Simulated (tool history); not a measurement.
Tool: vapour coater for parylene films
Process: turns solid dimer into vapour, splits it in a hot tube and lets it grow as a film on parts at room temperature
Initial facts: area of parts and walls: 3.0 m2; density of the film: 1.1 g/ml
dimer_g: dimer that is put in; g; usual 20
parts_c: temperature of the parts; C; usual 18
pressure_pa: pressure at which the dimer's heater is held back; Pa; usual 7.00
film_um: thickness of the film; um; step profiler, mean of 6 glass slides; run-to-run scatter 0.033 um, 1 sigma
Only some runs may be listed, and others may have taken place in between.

run 1 hour=0.0 | dimer_g=20 parts_c=18 pressure_pa=7.00 | film_um=3.33
run 2 hour=30.7 | dimer_g=20 parts_c=18 pressure_pa=7.00 | film_um=3.27
run 3 hour=69.3 | dimer_g=20 parts_c=18 pressure_pa=7.00 | film_um=3.27
run 4 hour=98.8 | dimer_g=20 parts_c=18 pressure_pa=7.00 | film_um=3.21
run 5 hour=118.6 | dimer_g=20 parts_c=18 pressure_pa=7.00 | film_um=3.18
run 6 hour=142.9 | dimer_g=20 parts_c=18 pressure_pa=6.89 | film_um=3.13
run 7 hour=163.9 | dimer_g=20 parts_c=18 pressure_pa=6.89 | film_um=3.16
-- hour=202.3 trap's valve overhauled
run 8 hour=202.6 | dimer_g=20 parts_c=18 pressure_pa=7.00 | film_um=2.87
run 9 hour=236.9 | dimer_g=20 parts_c=18 pressure_pa=7.00 | film_um=2.83
-- hour=263.2 trap's valve overhauled, once more
run 10 hour=271.4 | dimer_g=20 parts_c=18 pressure_pa=7.00 | film_um=3.46
run 11 hour=294.2 | dimer_g=20 parts_c=18 pressure_pa=7.00 | film_um=3.41
run 12 hour=328.4 | dimer_g=20 parts_c=18 pressure_pa=7.00 | film_um=3.45
run 13 hour=355.0 | dimer_g=20 parts_c=18 pressure_pa=7.00 | film_um=3.33
run 14 hour=374.2 | dimer_g=20 parts_c=20 pressure_pa=7.00 | film_um=3.11
run 15 hour=404.0 | dimer_g=20 parts_c=20 pressure_pa=7.00 | film_um=3.12
run 16 hour=428.8 | dimer_g=20 parts_c=20 pressure_pa=7.00 | film_um=3.04
run 17 hour=453.3 | dimer_g=20 parts_c=20 pressure_pa=7.00 | film_um=3.04
run 18 hour=492.6 | dimer_g=20 parts_c=20 pressure_pa=7.00 | film_um=2.99
run 19 hour=524.1 | dimer_g=20 parts_c=20 pressure_pa=7.00 | film_um=2.97
run 20 hour=542.0 | dimer_g=20 parts_c=20 pressure_pa=7.00 | film_um=3.00
-- hour=560.3 table's thermometer calibrated
run 21 hour=561.1 | dimer_g=20 parts_c=28 pressure_pa=10.64 | film_um=2.02
run 22 hour=578.8 | dimer_g=20 parts_c=28 pressure_pa=10.64 | film_um=1.99
-- hour=586.2 trap's valve overhauled
run 23 hour=611.0 | dimer_g=27 parts_c=28 pressure_pa=9.99 | film_um=3.09
run 24 hour=634.1 | dimer_g=27 parts_c=28 pressure_pa=9.99 | film_um=3.10
run 25 hour=652.4 | dimer_g=16 parts_c=14 pressure_pa=7.00 | film_um=3.01
run 26 hour=688.4 | dimer_g=14 parts_c=10 pressure_pa=2.37 | film_um=3.23
run 27 hour=711.3 | dimer_g=14 parts_c=10 pressure_pa=2.37 | film_um=3.22
run 28 hour=746.5 | dimer_g=33 parts_c=17 pressure_pa=6.24 | film_um=5.46
run 29 hour=774.7 | dimer_g=33 parts_c=17 pressure_pa=3.41 | film_um=5.67
run 30 hour=805.0 | dimer_g=20 parts_c=14 pressure_pa=7.00 | film_um=3.61
run 31 hour=841.7 | dimer_g=35 parts_c=13 pressure_pa=3.74 | film_um=6.64
run 32 hour=863.4 | dimer_g=10 parts_c=13 pressure_pa=3.84 | film_um=1.87
run 33 hour=884.4 | dimer_g=9 parts_c=10 pressure_pa=2.04 | film_um=1.99

A few steps of film_um between consecutive runs. Split each: what settings, incoming material and random variation would produce without the hidden state, and what is left over for the hidden state, along with gauge scatter present in only one of the two compared results (measured, and without hidden state):
The hidden state here: vapour lost through the trap's worn valve, %; true temperature of the parts over the reading, C; drift of the gauge itself on film_um, %.
Run 9 -> 10: trap's valve overhauled, once more. film_um +0.63 um: hidden state +0.66, all else -0.03.
Run 27 -> 28: dimer_g 14 -> 33, parts_c 10 -> 17, pressure_pa 2.37 -> 6.24. film_um +2.24 um: hidden state -0.16, all else +2.40.
Run 30 -> 31: dimer_g 20 -> 35, parts_c 14 -> 13, pressure_pa 7.00 -> 3.74. film_um +3.03 um: hidden state -0.34, all else +3.37.
Run 31 -> 32: dimer_g 35 -> 10, pressure_pa 3.74 -> 3.84. film_um -4.77 um: hidden state +0.43, all else -5.20.

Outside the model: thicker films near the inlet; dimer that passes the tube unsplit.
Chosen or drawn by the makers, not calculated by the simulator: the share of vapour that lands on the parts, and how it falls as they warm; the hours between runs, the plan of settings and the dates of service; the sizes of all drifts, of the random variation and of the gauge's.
